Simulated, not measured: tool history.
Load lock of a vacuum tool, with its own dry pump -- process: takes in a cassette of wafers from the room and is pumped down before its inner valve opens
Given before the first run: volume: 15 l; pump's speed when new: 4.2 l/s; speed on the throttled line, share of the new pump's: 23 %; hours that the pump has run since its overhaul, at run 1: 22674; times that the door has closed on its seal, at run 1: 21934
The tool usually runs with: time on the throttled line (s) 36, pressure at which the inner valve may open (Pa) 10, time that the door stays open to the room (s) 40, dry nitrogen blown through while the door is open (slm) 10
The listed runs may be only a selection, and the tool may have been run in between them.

run    hour  time on the throttled line (s)  pressure at which the inner valve may open (Pa)  time that the door stays open to the room (s)  dry nitrogen blown through while the door is open (slm)  hours that the pump has run since its overhaul  times that the door has closed on its seal  incoming humidity of the room's air, %  time from the closed door until the inner valve may open (s)  rise of the pressure with all valves shut (Pa/min)
  1     0.0                              36                                               10                                             40                                                       10                                           22674                                       21934                                    48.8                                                          71.1                                               0.104
  2   173.5                              36                                               10                                             40                                                       10                                           22847                                       22312                                    43.9                                                          71.0                                               0.101
      349.1  -- dry pump taken out, an overhauled one fitted
  3   492.3                              36                                               10                                             40                                                       10                                             143                                       22993                                    43.4                                                          60.8                                               0.099
  4   804.2                              36                                               10                                             40                                                       10                                             455                                       23672                                    42.0                                                          61.3                                               0.099
  5  1100.6                              36                                               10                                            146                                                       10                                             751                                       24318                                    46.9                                                          62.0                                               0.151
  6  1297.7                              36                                               10                                             40                                                       21                                             949                                       24747                                    44.0                                                          61.0                                               0.093
  7  1574.8                              19                                               10                                             40                                                       10                                            1226                                       25350                                    44.1                                                          49.4                                               0.107
  8  1838.2                              19                                               10                                             40                                                       10                                            1489                                       25924                                    44.7                                                          48.3                                               0.110
  9  2095.3                              36                                               14                                             40                                                       10                                            1746                                       26483                                    42.5                                                          61.5                                               0.110
 10  2320.0                              36                                               10                                             40                                                       10                                            1971                                       26973                                    47.0                                                          61.1                                               0.118
 11  2507.7                              36                                               10                                             40                                                       10                                            2159                                       27382                                    47.2                                                          62.7                                               0.115
 12  2695.3                              36                                               10                                             40                                                       10                                            2346                                       27790                                    44.8                                                          62.8                                               0.120
 13  2875.0                              36                                               10                                             40                                                       10                                            2526                                       28181                                    47.0                                                          62.1                                               0.122
 14  3059.9                              36                                               10                                             40                                                       10                                            2711                                       28584                                    44.3                                                          62.0                                               0.107
 15  3341.3                              36                                               10                                             40                                                       10                                            2992                                       29197                                    45.4                                                          62.3                                               0.116
 16  3513.8                              36                                               10                                             40                                                       10                                            3165                                       29572                                    44.1                                                          62.2                                               0.117
 17  3797.8                              36                                               10                                             40                                                       10                                            3449                                       30191                                    43.8                                                          62.8                                               0.119
 18  4030.2                              36                                               10                                             40                                                       10                                            3681                                       30697                                    40.6                                                          61.6                                               0.117
 19  4261.8                              36                                               12                                             40                                                        9                                            3913                                       31201                                    44.8                                                          62.5                                               0.127
 20  4457.5                              36                                               15                                            238                                                       10                                            4108                                       31627                                    45.7                                                          61.1                                               0.195
 21  4740.6                              36                                               10                                             89                                                       10                                            4391                                       32243                                    44.7                                                          61.6                                               0.148
 22  5043.2                              36                                               10                                             89                                                       10                                            4694                                       32902                                    44.8                                                          62.6                                               0.152
 23  5287.2                              36                                               11                                             82                                                        7                                            4938                                       33434                                    43.2                                                          62.4                                               0.162
 24  5596.9                              26                                               11                                             45                                                        7                                            5248                                       34108                                    43.1                                                          55.6                                               0.136
 25  5841.3                              26                                               11                                             45                                                        7                                            5492                                       34640                                    43.8                                                          55.5                                               0.144
 26  5992.8                              43                                               13                                             40                                                       18                                            5644                                       34970                                    44.1                                                          66.9                                               0.128
 27  6221.7                              40                                               13                                             92                                                       18                                            5873                                       35469                                    43.4                                                          65.1                                               0.145
 28  6436.2                              40                                               13                                             92                                                       18                                            6087                                       35936                                    45.5                                                          64.6                                               0.154
 29  6731.7                              40                                               13                                             92                                                       18                                            6383                                       36579                                    41.3                                                          65.6                                               0.147
 30  6866.1                              34                                               10                                             40                                                        5                                            6517                                       36872                                    43.6                                                          62.2                                               0.153
 31  7173.6                              64                                                9                                             40                                                        6                                            6825                                       37541                                    43.6                                                          83.8                                               0.152
 32  7423.9                              64                                               14                                             40                                                        6                                            7075                                       38086                                    45.1                                                          83.6                                               0.165
 33  7656.7                              41                                               11                                             40                                                       30                                            7308                                       38593                                    43.2                                                          66.3                                               0.125
 34  7937.7                              36                                                9                                             40                                                       10                                            7589                                       39205                                    52.0                                                          64.7                                               0.155
 35  8213.0                              64                                                9                                             40                                                        4                                            7864                                       39805                                    43.7                                                          85.3                                               0.173
 36  8465.5                              64                                                9                                             40                                                        4                                            8116                                       40354                                    44.8                                                          85.1                                               0.172

For each entry between runs, how does the tool's hidden state at the last listed run before it compare with that at the first listed run after it?
Run 2 -> run 3: dry pump taken out, an overhauled one fitted (hour 349.1)
  pump's speed, % of a new pump's: 72.1 -> 99.4; leak at the door's seal, Pa l/s: 0.0135 -> 0.0139
  the result without the hidden state subtracted from the measured one, time from the closed door until the inner valve may open (s): +9.9 -> +0.1; rise of the pressure with all valves shut (Pa/min): +0.046 -> +0.048
